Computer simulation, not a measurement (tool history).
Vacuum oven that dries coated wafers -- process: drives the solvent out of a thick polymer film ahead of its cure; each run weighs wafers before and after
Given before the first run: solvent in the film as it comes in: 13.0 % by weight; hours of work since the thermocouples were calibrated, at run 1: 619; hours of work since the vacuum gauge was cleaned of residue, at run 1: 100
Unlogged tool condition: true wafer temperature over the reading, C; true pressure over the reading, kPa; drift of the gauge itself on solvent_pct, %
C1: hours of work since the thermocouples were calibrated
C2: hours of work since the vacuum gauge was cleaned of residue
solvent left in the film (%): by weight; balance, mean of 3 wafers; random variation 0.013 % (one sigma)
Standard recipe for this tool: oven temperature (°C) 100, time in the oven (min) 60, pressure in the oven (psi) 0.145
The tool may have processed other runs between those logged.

Run 1, hour 0.0: usual settings; C1 619; C2 100. Result: solvent left in the film (%) 2.23.
Run 2, hour 15.8: usual settings but time in the oven (min) 62; C1 629; C2 110. Result: solvent left in the film (%) 2.13.
Run 3, hour 24.0: usual settings but time in the oven (min) 62; C1 634; C2 115. Result: solvent left in the film (%) 2.12.
Run 4, hour 34.2: usual settings but time in the oven (min) 62; C1 640; C2 121. Result: solvent left in the film (%) 2.14.
Run 5, hour 48.5: usual settings but time in the oven (min) 62; C1 649; C2 130. Result: solvent left in the film (%) 2.12.
Run 6, hour 62.7: usual settings but time in the oven (min) 62; C1 658; C2 139. Result: solvent left in the film (%) 2.12.
Run 7, hour 76.4: usual settings but time in the oven (min) 62; C1 667; C2 148. Result: solvent left in the film (%) 2.11.
Run 8, hour 86.4: usual settings but time in the oven (min) 62; C1 673; C2 154. Result: solvent left in the film (%) 2.12.
At hour 89.4: oven's thermocouples calibrated.
Run 9, hour 101.5: usual settings but time in the oven (min) 62; C1 8; C2 162. Result: solvent left in the film (%) 2.06.
Run 10, hour 112.0: usual settings; C1 14; C2 169. Result: solvent left in the film (%) 2.15.
Run 11, hour 123.9: usual settings; C1 22; C2 176. Result: solvent left in the film (%) 2.17.
Run 12, hour 134.9: usual settings but time in the oven (min) 62; C1 28; C2 183. Result: solvent left in the film (%) 2.05.
Run 13, hour 147.4: usual settings but time in the oven (min) 62; C1 36; C2 191. Result: solvent left in the film (%) 2.08.
Run 14, hour 155.2: usual settings; C1 41; C2 196. Result: solvent left in the film (%) 2.17.
At hour 161.1: oven's thermocouples calibrated, once more.
Run 15, hour 172.9: usual settings but time in the oven (min) 94, pressure in the oven (psi) 0.428; C1 7; C2 206. Result: solvent left in the film (%) 1.91.
Run 16, hour 185.5: usual settings but time in the oven (min) 94, pressure in the oven (psi) 0.428; C1 15; C2 214. Result: solvent left in the film (%) 1.90.
Run 17, hour 197.9: usual settings but pressure in the oven (psi) 0.508; C1 23; C2 221. Result: solvent left in the film (%) 3.26.
Run 18, hour 205.7: usual settings but oven temperature (°C) 101, pressure in the oven (psi) 0.381; C1 28; C2 226. Result: solvent left in the film (%) 2.77.
Run 19, hour 217.7: usual settings but time in the oven (min) 75, pressure in the oven (psi) 0.342; C1 35; C2 234. Result: solvent left in the film (%) 2.22.
Run 20, hour 231.1: usual settings but time in the oven (min) 75, pressure in the oven (psi) 0.342; C1 44; C2 242. Result: solvent left in the film (%) 2.23.
Run 21, hour 243.7: usual settings but time in the oven (min) 78, pressure in the oven (psi) 0.193; C1 52; C2 250. Result: solvent left in the film (%) 1.77.
Run 22, hour 258.4: usual settings but time in the oven (min) 99, pressure in the oven (psi) 0.548; C1 61; C2 259. Result: solvent left in the film (%) 2.08.
Run 23, hour 273.7: usual settings but time in the oven (min) 100, pressure in the oven (psi) 0.524; C1 70; C2 269. Result: solvent left in the film (%) 2.04.
Run 24, hour 284.8: usual settings but time in the oven (min) 100, pressure in the oven (psi) 0.524; C1 77; C2 276. Result: solvent left in the film (%) 2.01.
Run 25, hour 297.9: usual settings but time in the oven (min) 33; C1 86; C2 284. Result: solvent left in the film (%) 4.61.
Run 26, hour 310.2: usual settings but oven temperature (°C) 87, time in the oven (min) 74, pressure in the oven (psi) 0.120; C1 93; C2 292. Result: solvent left in the film (%) 4.14.
Run 27, hour 322.4: usual settings but oven temperature (°C) 89, time in the oven (min) 64, pressure in the oven (psi) 0.258; C1 101; C2 299. Result: solvent left in the film (%) 4.65.
Run 28, hour 332.3: usual settings but oven temperature (°C) 96, time in the oven (min) 64, pressure in the oven (psi) 0.260; C1 107; C2 305. Result: solvent left in the film (%) 3.23.

Forecast each of these 4 alternatives for the next run:
Run A, hour 340.3: usual settings but oven temperature (°C) 93; C1 112; C2 310. Result: solvent left in the film (%) ?.
Run B, hour 340.3: usual settings but oven temperature (°C) 114, time in the oven (min) 64, pressure in the oven (psi) 0.167; C1 112; C2 310. Result: solvent left in the film (%) ?.
Run C, hour 340.3: usual settings but oven temperature (°C) 89; C1 112; C2 310. Result: solvent left in the film (%) ?.
Run D, hour 340.3: usual settings but oven temperature (°C) 96, time in the oven (min) 64, pressure in the oven (psi) 0.522; C1 112; C2 310. Result: solvent left in the film (%) ?.

run  solvent left in the film (%)
  A                          3.74
  B                          0.68
  C                          4.54
  D                          3.85
Take away the tool's hidden state, keep each run's random variation, and the runs would have read:
run  solvent left in the film (%)
  A                          3.67
  B                          0.65
  C                          4.46
  D                          3.78
